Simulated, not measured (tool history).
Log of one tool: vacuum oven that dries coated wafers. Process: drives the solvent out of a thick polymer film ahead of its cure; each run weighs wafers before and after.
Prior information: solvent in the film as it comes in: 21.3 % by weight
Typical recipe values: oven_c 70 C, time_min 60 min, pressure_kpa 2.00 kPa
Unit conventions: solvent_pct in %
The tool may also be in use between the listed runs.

run 1 hour=0.0 | oven_c=70 time_min=60 pressure_kpa=2.00 | solvent_pct=1.54
run 2 hour=8.8 | oven_c=63 time_min=60 pressure_kpa=2.00 | solvent_pct=4.02
run 3 hour=16.6 | oven_c=63 time_min=60 pressure_kpa=2.00 | solvent_pct=3.97
run 4 hour=23.8 | oven_c=84 time_min=60 pressure_kpa=2.00 | solvent_pct=0.48
run 5 hour=32.6 | oven_c=70 time_min=60 pressure_kpa=2.00 | solvent_pct=1.56
run 6 hour=37.7 | oven_c=70 time_min=60 pressure_kpa=2.00 | solvent_pct=1.51
run 7 hour=49.0 | oven_c=70 time_min=93 pressure_kpa=2.00 | solvent_pct=0.92
run 8 hour=61.1 | oven_c=70 time_min=81 pressure_kpa=2.00 | solvent_pct=1.05
run 9 hour=72.9 | oven_c=70 time_min=60 pressure_kpa=2.00 | solvent_pct=1.48
run 10 hour=82.6 | oven_c=70 time_min=60 pressure_kpa=2.00 | solvent_pct=1.46
run 11 hour=92.6 | oven_c=70 time_min=60 pressure_kpa=2.00 | solvent_pct=1.50
run 12 hour=100.8 | oven_c=83 time_min=60 pressure_kpa=2.00 | solvent_pct=0.48
run 13 hour=110.8 | oven_c=83 time_min=60 pressure_kpa=2.00 | solvent_pct=0.53
run 14 hour=119.1 | oven_c=83 time_min=60 pressure_kpa=2.00 | solvent_pct=0.50
run 15 hour=128.8 | oven_c=70 time_min=60 pressure_kpa=2.00 | solvent_pct=1.50
run 16 hour=139.4 | oven_c=70 time_min=60 pressure_kpa=2.00 | solvent_pct=1.54
run 17 hour=150.4 | oven_c=70 time_min=60 pressure_kpa=2.00 | solvent_pct=1.52
run 18 hour=161.5 | oven_c=70 time_min=60 pressure_kpa=2.00 | solvent_pct=1.55
run 19 hour=167.1 | oven_c=70 time_min=60 pressure_kpa=2.00 | solvent_pct=1.50
run 20 hour=173.4 | oven_c=70 time_min=60 pressure_kpa=2.00 | solvent_pct=1.47
-- hour=176.3 oven's thermocouples calibrated
run 21 hour=184.9 | oven_c=70 time_min=60 pressure_kpa=2.00 | solvent_pct=1.45
run 22 hour=192.9 | oven_c=70 time_min=44 pressure_kpa=2.00 | solvent_pct=2.31
-- hour=199.2 oven's thermocouples calibrated, once more
run 23 hour=206.7 | oven_c=70 time_min=31 pressure_kpa=2.00 | solvent_pct=4.54
run 24 hour=216.4 | oven_c=70 time_min=31 pressure_kpa=2.00 | solvent_pct=4.59
run 25 hour=226.3 | oven_c=66 time_min=39 pressure_kpa=2.00 | solvent_pct=5.35
run 26 hour=237.1 | oven_c=66 time_min=39 pressure_kpa=3.75 | solvent_pct=6.02
run 27 hour=242.2 | oven_c=71 time_min=39 pressure_kpa=6.17 | solvent_pct=4.46
run 28 hour=249.3 | oven_c=79 time_min=52 pressure_kpa=3.73 | solvent_pct=1.18
run 29 hour=259.9 | oven_c=85 time_min=52 pressure_kpa=3.73 | solvent_pct=0.86
run 30 hour=265.9 | oven_c=64 time_min=52 pressure_kpa=1.16 | solvent_pct=4.42
run 31 hour=273.7 | oven_c=70 time_min=55 pressure_kpa=2.00 | solvent_pct=2.03
run 32 hour=279.2 | oven_c=70 time_min=38 pressure_kpa=5.75 | solvent_pct=4.92
run 33 hour=287.2 | oven_c=70 time_min=55 pressure_kpa=2.00 | solvent_pct=2.00
run 34 hour=297.4 | oven_c=70 time_min=55 pressure_kpa=2.00 | solvent_pct=2.03
run 35 hour=305.1 | oven_c=72 time_min=55 pressure_kpa=2.62 | solvent_pct=1.73
run 36 hour=314.6 | oven_c=72 time_min=55 pressure_kpa=2.62 | solvent_pct=1.73
run 37 hour=319.6 | oven_c=67 time_min=71 pressure_kpa=1.38 | solvent_pct=1.84
run 38 hour=326.8 | oven_c=84 time_min=33 pressure_kpa=1.49 | solvent_pct=0.49
run 39 hour=337.8 | oven_c=84 time_min=33 pressure_kpa=1.49 | solvent_pct=0.51
run 40 hour=344.0 | oven_c=84 time_min=69 pressure_kpa=1.49 | solvent_pct=0.37
run 41 hour=350.0 | oven_c=56 time_min=36 pressure_kpa=1.23 | solvent_pct=10.90
run 42 hour=356.1 | oven_c=56 time_min=36 pressure_kpa=1.23 | solvent_pct=10.87
run 43 hour=362.3 | oven_c=69 time_min=32 pressure_kpa=2.19 | solvent_pct=4.94
run 44 hour=370.5 | oven_c=59 time_min=60 pressure_kpa=3.27 | solvent_pct=7.27
run 45 hour=382.5 | oven_c=60 time_min=66 pressure_kpa=4.97 | solvent_pct=7.05
run 46 hour=391.0 | oven_c=85 time_min=66 pressure_kpa=3.77 | solvent_pct=0.88
run 47 hour=400.3 | oven_c=70 time_min=34 pressure_kpa=1.60 | solvent_pct=3.88

Here are 3 independent what-if runs from the current tool condition. What would each one return?
run A hour=412.1 | oven_c=70 time_min=33 pressure_kpa=2.40 | solvent_pct=?
run B hour=412.1 | oven_c=75 time_min=32 pressure_kpa=1.42 | solvent_pct=?
run C hour=412.1 | oven_c=70 time_min=49 pressure_kpa=1.60 | solvent_pct=?

run=A solvent_pct=4.33
run=B solvent_pct=2.07
run=C solvent_pct=2.20
With no hidden state in the tool, these same runs would have given:
run=A solvent_pct=4.40
run=B solvent_pct=2.11
run=C solvent_pct=2.25

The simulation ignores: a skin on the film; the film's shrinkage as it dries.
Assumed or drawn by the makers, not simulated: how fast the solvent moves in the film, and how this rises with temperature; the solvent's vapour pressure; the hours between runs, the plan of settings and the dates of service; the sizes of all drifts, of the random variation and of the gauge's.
